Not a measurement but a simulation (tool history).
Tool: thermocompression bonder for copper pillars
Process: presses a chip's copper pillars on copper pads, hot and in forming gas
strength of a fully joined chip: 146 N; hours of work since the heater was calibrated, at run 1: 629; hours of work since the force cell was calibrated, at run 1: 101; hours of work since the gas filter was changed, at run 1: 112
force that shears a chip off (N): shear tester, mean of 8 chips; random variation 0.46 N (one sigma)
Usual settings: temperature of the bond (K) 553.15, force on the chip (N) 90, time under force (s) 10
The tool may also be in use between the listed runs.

run	day	temperature of the bond (K)	force on the chip (N)	time under force (s)	hours of work since the heater was calibrated	hours of work since the force cell was calibrated	hours of work since the gas filter was changed	force that shears a chip off (N)
1	0.000	553.15	90	10	629	101	112	56.4
2	0.583	553.15	90	5	636	108	119	42.6
3	1.183	553.15	90	10	643	115	126	56.5
4	1.638	553.15	90	11	649	121	131	58.5
5	2.167	553.15	58	10	655	127	137	35.9
6	2.667	553.15	58	10	661	133	143	36.3
7	3.071	544.15	90	10	666	138	148	49.2
8	3.558	544.15	90	10	671	143	154	48.6
9	3.875	544.15	90	10	675	147	158	48.3
10	4.412	551.15	105	9	681	153	164	59.8
# day 4.662: heater calibrated with a thermocouple chip
11	5.142	567.15	124	29	6	161	172	111.3
12	5.429	567.15	124	29	9	164	175	111.6
13	5.962	567.15	74	11	15	171	181	56.2
14	6.600	567.15	74	11	23	178	189	56.0
15	6.871	539.15	63	21	26	181	192	39.7
16	7.196	539.15	63	21	30	185	196	39.2
17	7.746	577.15	116	13	36	192	202	97.6
18	8.158	536.15	90	6	41	197	207	31.3

Hidden state or all else? Some run-to-run changes of force that shears a chip off (N), split into what the settings, what came in and random variation would give without the hidden state, and what is left for the hidden state (with any gauge scatter that isn't in both results):
The hidden state here: true temperature of the bond over the reading, C; force that reaches the chip, % of what is set; oxide that the forming gas leaves, % of the face; drift of the gauge itself on shear_n, %.
Run 10 -> 11: temperature of the bond (K) 551.15 -> 567.15, force on the chip (N) 105 -> 124, time under force (s) 9 -> 29, heater calibrated with a thermocouple chip. force that shears a chip off (N) +51.5: hidden state -4.8, all else +56.3.
Run 17 -> 18: temperature of the bond (K) 577.15 -> 536.15, force on the chip (N) 116 -> 90, time under force (s) 13 -> 6. force that shears a chip off (N) -66.3: hidden state +0.9, all else -67.2.
